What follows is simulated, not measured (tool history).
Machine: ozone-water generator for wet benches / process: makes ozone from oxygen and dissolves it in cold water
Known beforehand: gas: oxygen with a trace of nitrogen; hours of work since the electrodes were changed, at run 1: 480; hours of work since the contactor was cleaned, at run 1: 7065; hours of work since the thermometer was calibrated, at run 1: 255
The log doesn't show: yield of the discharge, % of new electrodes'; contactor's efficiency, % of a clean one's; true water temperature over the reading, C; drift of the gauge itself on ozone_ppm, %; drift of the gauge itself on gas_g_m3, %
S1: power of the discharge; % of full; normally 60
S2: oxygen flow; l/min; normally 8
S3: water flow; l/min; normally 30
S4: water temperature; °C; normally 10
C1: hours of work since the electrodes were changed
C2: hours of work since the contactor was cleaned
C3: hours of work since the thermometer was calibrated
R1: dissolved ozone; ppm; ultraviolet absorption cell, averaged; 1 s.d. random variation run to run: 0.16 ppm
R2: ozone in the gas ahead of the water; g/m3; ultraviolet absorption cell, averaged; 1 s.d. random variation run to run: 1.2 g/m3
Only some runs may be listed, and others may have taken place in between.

| run | hour | S1 | S2 | S3 | S4 | C1 | C2 | C3 | R1 | R2 |
|---|---|---|---|---|---|---|---|---|---|---|
| 1 | 0 | 60 | 8 | 30 | 10 | 480 | 7065 | 255 | 20.7 | 224.1 |
| 2 | 25.4 | 60 | 8 | 30 | 10 | 498 | 7083 | 273 | 20.4 | 227.3 |
| 3 | 44.6 | 60 | 8 | 30 | 10 | 512 | 7097 | 286 | 20.6 | 225.7 |
| 4 | 70.5 | 60 | 11.13 | 30 | 10 | 530 | 7115 | 305 | 19.4 | 179 |
| 5 | 102.3 | 60 | 11.13 | 30 | 10 | 552 | 7138 | 327 | 19.6 | 180.2 |
| 6 | 122.8 | 60 | 11.13 | 30 | 10 | 567 | 7152 | 342 | 19.6 | 180.7 |
| 7 | 137.8 | 60 | 8 | 30 | 10 | 577 | 7163 | 352 | 20.8 | 226.7 |
| 8 | 158.3 | 60 | 8 | 30 | 10 | 592 | 7177 | 367 | 20.6 | 227 |
| 9 | 178.4 | 60 | 4.8 | 30 | 10 | 606 | 7191 | 381 | 20.6 | 321 |
| 10 | 202.9 | 60 | 8 | 30 | 10 | 623 | 7209 | 398 | 20.7 | 228.1 |
| 11 | 229.7 | 60 | 8 | 30 | 10 | 642 | 7227 | 417 | 20.8 | 228.6 |
| 12 | 251.4 | 60 | 8 | 30 | 10 | 658 | 7243 | 432 | 20.6 | 226.2 |
| 13 | 278.4 | 60 | 8 | 30 | 10 | 677 | 7262 | 451 | 20.7 | 227 |
| 14 | 292.1 | 60 | 8 | 30 | 10 | 686 | 7272 | 461 | 20.5 | 227.3 |
| 15 | 323 | 60 | 7.88 | 30 | 17 | 708 | 7293 | 483 | 18.8 | 231.5 |
| 16 | 346 | 66 | 7.88 | 30 | 8 | 725 | 7310 | 499 | 22.1 | 245.2 |
| 17 | 366.4 | 45 | 7.88 | 30 | 8 | 739 | 7324 | 514 | 17.9 | 195.9 |
| 18 | 391.6 | 42 | 14.29 | 25 | 13 | 757 | 7342 | 531 | 16.6 | 124.7 |
| 19 | 418.2 | 60 | 6.5 | 30 | 6 | 776 | 7361 | 550 | 21.8 | 265.2 |
| 20 | 445.3 | 66 | 6.44 | 23 | 10 | 795 | 7380 | 569 | 28.1 | 282 |
|  | 450.4 | gauge calibrated |
| 21 | 463.5 | 66 | 6.44 | 23 | 10 | 808 | 7393 | 582 | 28.3 | 275.5 |
| 22 | 478.6 | 60 | 8 | 30 | 13 | 818 | 7403 | 593 | 19.9 | 226.5 |
| 23 | 501 | 60 | 4.67 | 30 | 13 | 834 | 7419 | 609 | 20.2 | 325.1 |
| 24 | 517.6 | 61 | 11.08 | 33 | 7 | 846 | 7431 | 620 | 19 | 180.6 |
|  | 545.9 | contactor cleaned |
| 25 | 551.1 | 94 | 7.62 | 30 | 5 | 867 | 4 | 641 | 28.2 | 302.4 |
| 26 | 575.5 | 94 | 7.62 | 30 | 5 | 884 | 21 | 659 | 28.5 | 301.4 |

Each run again, without the hidden state but with its own random variation kept:
| run | R2 |
|---|---|
| 1 | 224.1 |
| 2 | 227 |
| 3 | 225.1 |
| 4 | 178.2 |
| 5 | 179.1 |
| 6 | 179.4 |
| 7 | 224.9 |
| 8 | 224.8 |
| 9 | 317.6 |
| 10 | 225.4 |
| 11 | 225.5 |
| 12 | 222.8 |
| 13 | 223.3 |
| 14 | 223.4 |
| 15 | 227 |
| 16 | 240.1 |
| 17 | 191.7 |
| 18 | 121.8 |
| 19 | 258.7 |
| 20 | 274.6 |
| 21 | 275.3 |
| 22 | 226.1 |
| 23 | 324.2 |
| 24 | 179.9 |
| 25 | 300.7 |
| 26 | 299.2 |
R1: within 0.1 ppm of the measured result in every run.
